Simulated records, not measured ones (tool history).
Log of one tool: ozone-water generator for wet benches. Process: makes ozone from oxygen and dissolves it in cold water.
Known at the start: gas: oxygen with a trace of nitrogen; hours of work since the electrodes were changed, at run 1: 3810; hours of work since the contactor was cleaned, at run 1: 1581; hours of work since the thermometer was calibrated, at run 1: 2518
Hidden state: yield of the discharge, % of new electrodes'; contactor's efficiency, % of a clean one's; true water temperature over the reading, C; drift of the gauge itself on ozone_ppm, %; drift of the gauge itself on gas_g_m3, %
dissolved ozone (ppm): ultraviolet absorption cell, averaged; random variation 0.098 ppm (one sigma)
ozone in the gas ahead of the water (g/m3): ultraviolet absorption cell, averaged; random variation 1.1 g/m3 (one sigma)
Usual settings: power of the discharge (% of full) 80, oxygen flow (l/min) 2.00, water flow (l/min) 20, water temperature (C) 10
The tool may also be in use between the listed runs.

run	hour	power of the discharge (% of full)	oxygen flow (l/min)	water flow (l/min)	water temperature (C)	hours of work since the electrodes were changed	hours of work since the contactor was cleaned	hours of work since the thermometer was calibrated	dissolved ozone (ppm)	ozone in the gas ahead of the water (g/m3)
1	0.0	80	2.00	20	10	3810	1581	2518	11.12	179.4
2	94.4	80	2.00	20	10	3877	1648	2585	11.00	178.2
3	260.1	80	2.00	20	10	3995	1766	2703	10.95	176.7
4	368.1	80	2.00	20	5	4072	1842	2780	11.36	176.6
5	448.5	80	2.00	20	5	4129	1900	2837	11.38	176.5
6	603.9	80	2.00	20	5	4239	2010	2947	11.32	175.4
7	705.7	80	1.01	20	5	4312	2082	3020	9.46	266.8
8	784.7	80	2.00	20	10	4368	2139	3076	10.85	174.9
# hour 829.8: water thermometer calibrated
9	886.7	80	2.00	20	13	4440	2211	40	10.72	175.3
10	1019.6	80	2.00	20	9	4534	2305	135	10.93	175.9
11	1103.9	80	2.00	20	9	4594	2365	195	11.06	175.6
12	1253.5	80	2.00	14	10	4701	2471	301	14.97	177.6
13	1340.1	80	2.00	14	10	4762	2533	363	14.83	174.7
14	1453.8	80	2.00	14	10	4843	2614	444	15.09	175.1
15	1538.7	46	2.00	14	10	4904	2674	504	9.54	112.8
16	1637.3	46	2.00	14	13	4974	2744	574	9.45	111.2
17	1740.3	46	2.00	14	13	5047	2818	647	9.29	110.3
18	1890.0	46	2.00	14	13	5153	2924	754	9.28	112.3

Forecast run 19:
19	2013.3	67	1.51	13	14	5241	3012	841	?	?

{"run 19": {"dissolved ozone (ppm)": 12.82, "ozone in the gas ahead of the water (g/m3)": 176.2}}
Without the tool's hidden state the same run would have given dissolved ozone (ppm) 14.66, ozone in the gas ahead of the water (g/m3) 194.4.

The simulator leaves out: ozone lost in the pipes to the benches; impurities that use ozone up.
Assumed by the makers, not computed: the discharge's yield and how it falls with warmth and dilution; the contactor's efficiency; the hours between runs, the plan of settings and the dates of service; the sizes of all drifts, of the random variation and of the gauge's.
